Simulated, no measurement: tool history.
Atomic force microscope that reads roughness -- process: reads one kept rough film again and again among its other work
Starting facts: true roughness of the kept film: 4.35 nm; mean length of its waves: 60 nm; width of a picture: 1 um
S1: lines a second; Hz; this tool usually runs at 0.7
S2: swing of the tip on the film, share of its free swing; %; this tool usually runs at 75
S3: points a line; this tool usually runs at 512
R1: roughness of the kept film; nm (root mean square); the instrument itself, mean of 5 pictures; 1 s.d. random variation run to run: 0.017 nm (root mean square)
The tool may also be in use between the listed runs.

Run 1, hour 0: usual settings. Result: R1 4.033 nm (root mean square).
Run 2, hour 18.3: usual settings. Result: R1 4.045 nm (root mean square).
Run 3, hour 40: usual settings. Result: R1 4.031 nm (root mean square).
Run 4, hour 59.1: usual settings but S2 74 %. Result: R1 4.051 nm (root mean square).
Run 5, hour 82.2: usual settings but S2 72 %. Result: R1 4.031 nm (root mean square).
Run 6, hour 95.9: usual settings but S2 72 %. Result: R1 4.085 nm (root mean square).
Run 7, hour 106.9: usual settings but S1 0.628 Hz, S2 65 %, S3 360. Result: R1 4.125 nm (root mean square).
Run 8, hour 124.6: usual settings but S1 0.628 Hz, S2 65 %, S3 360. Result: R1 4.164 nm (root mean square).
Run 9, hour 138.6: usual settings but S1 2.036 Hz, S2 86 %, S3 556. Result: R1 3.397 nm (root mean square).
Run 10, hour 158.3: usual settings but S1 2.921 Hz, S2 58 %, S3 320. Result: R1 3.969 nm (root mean square).
Run 11, hour 171.4: usual settings but S1 0.707 Hz, S2 61 %, S3 349. Result: R1 4.124 nm (root mean square).

Withheld: 2 entries from between the runs. Position of each, and hidden state at the listed run before versus the listed run after:
Between runs 4 and 5: new tip fitted (hour 71.5)
  radius of the tip, nm: 5.3 -> 5
Between runs 10 and 11: new tip fitted (hour 163.6)
  radius of the tip, nm: 5.3 -> 5
